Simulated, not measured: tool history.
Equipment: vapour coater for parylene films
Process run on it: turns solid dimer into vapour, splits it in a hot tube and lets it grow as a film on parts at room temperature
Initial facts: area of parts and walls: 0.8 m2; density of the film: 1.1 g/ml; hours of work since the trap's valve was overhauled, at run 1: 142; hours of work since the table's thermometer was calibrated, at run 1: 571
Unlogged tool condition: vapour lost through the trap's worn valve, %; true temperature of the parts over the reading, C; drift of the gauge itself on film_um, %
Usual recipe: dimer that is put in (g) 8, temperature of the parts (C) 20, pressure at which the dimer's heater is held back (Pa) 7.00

run,hour,dimer that is put in (g),temperature of the parts (C),pressure at which the dimer's heater is held back (Pa),hours of work since the trap's valve was overhauled,hours of work since the table's thermometer was calibrated,thickness of the film (um)
1,0.0,8,20,7.00,142,571,4.72
2,34.0,8,20,7.00,165,595,4.64
3,70.2,8,22,7.00,191,620,4.43
4,119.8,8,20,7.00,225,655,4.49
# hour 158.3: trap's valve overhauled
5,179.7,14,20,7.00,15,694,7.15
6,215.3,14,20,7.00,40,718,7.15
7,269.9,8,20,7.00,78,756,3.97
# hour 283.6: trap's valve overhauled, once more
8,319.3,8,20,7.00,25,788,4.96
9,366.8,8,20,7.00,58,821,4.92
10,421.6,8,20,7.00,96,859,4.79
11,453.0,8,20,7.00,118,881,4.78
12,511.2,8,20,7.00,159,922,4.66
13,581.8,8,20,7.00,208,971,4.59
14,630.5,8,20,7.00,242,1005,4.48
# hour 648.4: trap's valve overhauled
15,696.0,11,20,7.00,33,1048,6.86
16,730.6,11,20,7.00,57,1072,6.71
17,779.0,11,25,7.00,91,1106,5.86
18,847.0,6,23,2.61,138,1153,4.04
19,879.8,6,23,2.61,161,1176,3.96
20,938.1,9,23,2.86,202,1217,5.74
21,1000.4,6,13,7.00,245,1260,3.85
# hour 1011.0: trap's valve overhauled
22,1036.4,11,26,4.00,18,1282,6.68

Branching from run 22: 3 alternative next runs. What would each branch give?
A,1094.4,4,32,2.10,58,1323,?
B,1094.4,11,28,2.05,58,1323,?
C,1094.4,10,13,3.66,58,1323,?

run,thickness of the film (um)
A,2.44
B,7.28
C,8.02
Take away the tool's hidden state, keep each run's random variation, and the runs would have read:
run,thickness of the film (um)
A,2.54
B,7.57
C,8.34
